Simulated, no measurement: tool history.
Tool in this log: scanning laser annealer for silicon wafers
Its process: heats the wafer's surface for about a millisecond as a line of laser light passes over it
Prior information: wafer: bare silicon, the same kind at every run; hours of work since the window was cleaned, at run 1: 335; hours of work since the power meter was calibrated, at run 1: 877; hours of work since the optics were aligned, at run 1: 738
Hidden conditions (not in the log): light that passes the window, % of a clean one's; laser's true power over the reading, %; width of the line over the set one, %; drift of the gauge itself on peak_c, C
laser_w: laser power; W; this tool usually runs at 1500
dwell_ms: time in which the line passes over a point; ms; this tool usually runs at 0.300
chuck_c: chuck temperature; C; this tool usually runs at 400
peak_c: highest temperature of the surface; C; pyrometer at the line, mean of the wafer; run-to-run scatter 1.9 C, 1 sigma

run	day	laser_w	dwell_ms	chuck_c	hours of work since the window was cleaned	hours of work since the power meter was calibrated	hours of work since the optics were aligned	peak_c
1	0.000	1500	0.300	400	335	877	738	1095
2	0.796	1500	0.254	400	348	890	750	1036
3	1.750	1500	0.254	400	363	905	765	1036
4	3.146	1500	0.254	400	384	926	787	1031
5	4.554	1500	0.254	400	406	948	808	1029
6	5.858	1500	0.254	400	426	968	829	1029
7	6.767	1500	0.263	400	440	982	843	1041
8	7.704	1500	0.263	400	455	997	857	1041
9	8.304	1500	0.263	400	464	1006	867	1041
10	9.425	1500	0.263	387	482	1024	884	1027
11	10.442	1500	0.263	387	497	1039	900	1025
12	11.796	1500	0.263	387	518	1060	921	1022
# day 12.642: window over the wafer cleaned
13	12.675	1500	0.214	400	0	1073	933	995
14	14.142	1500	0.214	400	23	1096	956	991
15	15.321	1500	0.214	400	42	1114	974	995
16	16.638	1500	0.214	400	62	1134	995	990
17	17.758	1500	0.300	414	79	1152	1012	1116
18	18.554	1500	0.300	414	92	1164	1024	1119
19	19.412	1500	0.300	414	105	1177	1038	1115
20	20.346	1500	0.300	414	120	1192	1052	1114
21	21.438	1500	0.300	414	136	1209	1069	1114
22	22.117	1500	0.300	390	147	1219	1080	1088
23	22.933	1466	0.234	399	160	1232	1092	992
24	24.342	1466	0.234	399	182	1254	1114	996
25	25.750	1466	0.234	399	203	1276	1136	993
26	26.575	1466	0.234	399	216	1289	1149	993
27	27.275	1529	0.296	367	227	1299	1160	1070
28	28.700	1529	0.367	399	249	1321	1182	1181
29	29.767	1529	0.367	399	266	1338	1198	1184
30	30.512	1526	0.236	395	277	1350	1210	1016
31	31.575	1526	0.236	395	294	1366	1226	1016
32	32.358	1394	0.378	406	306	1378	1239	1118
33	33.404	1360	0.378	379	322	1394	1255	1070
34	34.812	1360	0.378	379	344	1416	1277	1069
35	36.275	1477	0.378	379	367	1439	1299	1137
36	36.942	1477	0.378	379	377	1449	1310	1138
37	38.429	1477	0.378	379	400	1472	1333	1137
38	39.467	1289	0.300	374	416	1489	1349	945

Predict each of these 5 candidate next runs independently; none follows another, all start after run 38:
A	40.196	1282	0.343	400	428	1500	1360	?
B	40.196	1500	0.300	379	428	1500	1360	?
C	40.196	1514	0.300	400	428	1500	1360	?
D	40.196	1627	0.300	371	428	1500	1360	?
E	40.196	1500	0.300	438	428	1500	1360	?

run	peak_c
A	1008
B	1060
C	1086
D	1119
E	1117
Stripped of hidden state, with their random variation kept, the same runs would have yielded:
run	peak_c
A	1042
B	1099
C	1125
D	1161
E	1155

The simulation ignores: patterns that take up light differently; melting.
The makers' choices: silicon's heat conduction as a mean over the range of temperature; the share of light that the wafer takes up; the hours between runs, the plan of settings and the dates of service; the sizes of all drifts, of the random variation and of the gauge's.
